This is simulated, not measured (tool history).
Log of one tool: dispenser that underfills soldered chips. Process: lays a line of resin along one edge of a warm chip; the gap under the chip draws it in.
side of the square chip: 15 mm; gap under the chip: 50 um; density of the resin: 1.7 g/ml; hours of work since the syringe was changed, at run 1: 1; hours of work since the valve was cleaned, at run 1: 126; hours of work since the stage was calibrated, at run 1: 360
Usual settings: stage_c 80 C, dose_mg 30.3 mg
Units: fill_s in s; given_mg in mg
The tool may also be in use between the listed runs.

run	hour	stage_c	dose_mg	hours of work since the syringe was changed	hours of work since the valve was cleaned	hours of work since the stage was calibrated	fill_s	given_mg
1	0	80	30.3	1	126	360	222.8	28.39
2	8	80	30.3	7	132	366	374.9	28.35
# hour 11.1: dispensing valve cleaned and set on the balance
# hour 15.3: new syringe of resin
3	21	80	30.3	4	7	375	295.2	30.52
4	27.5	80	30.3	9	12	380	438.2	30
# hour 30.9: new syringe of resin
5	38.8	80	30.3	6	21	389	332.3	30.16
# hour 46.8: new syringe of resin
6	52	87	30.3	4	30	398	202.1	29.93
7	60.1	87	30.3	10	37	405	343.8	29.81
# hour 62.2: new syringe of resin
8	69.2	68	31.3	5	43	411	537.6	30.77
9	76.9	87	37.9	11	49	417	368.8	36.94
# hour 78.1: new syringe of resin
10	84.8	87	37.9	5	55	423	216.9	36.76
# hour 93.8: new syringe of resin
11	97.7	71	32.6	3	65	433	379.7	31.54
# hour 104.2: stage's temperature calibrated
# hour 110: new syringe of resin
12	110.2	90	26.8	0	73	4	143.3	25.82

Run 13 comes next. What will it give?
13	118.8	86	31.3	7	80	11	?	?

Run 13 gave fill_s 294.6 s, given_mg 29.82 mg.
Without the tool's hidden state the same run would have given fill_s 169.3 s, given_mg 31.06 mg.
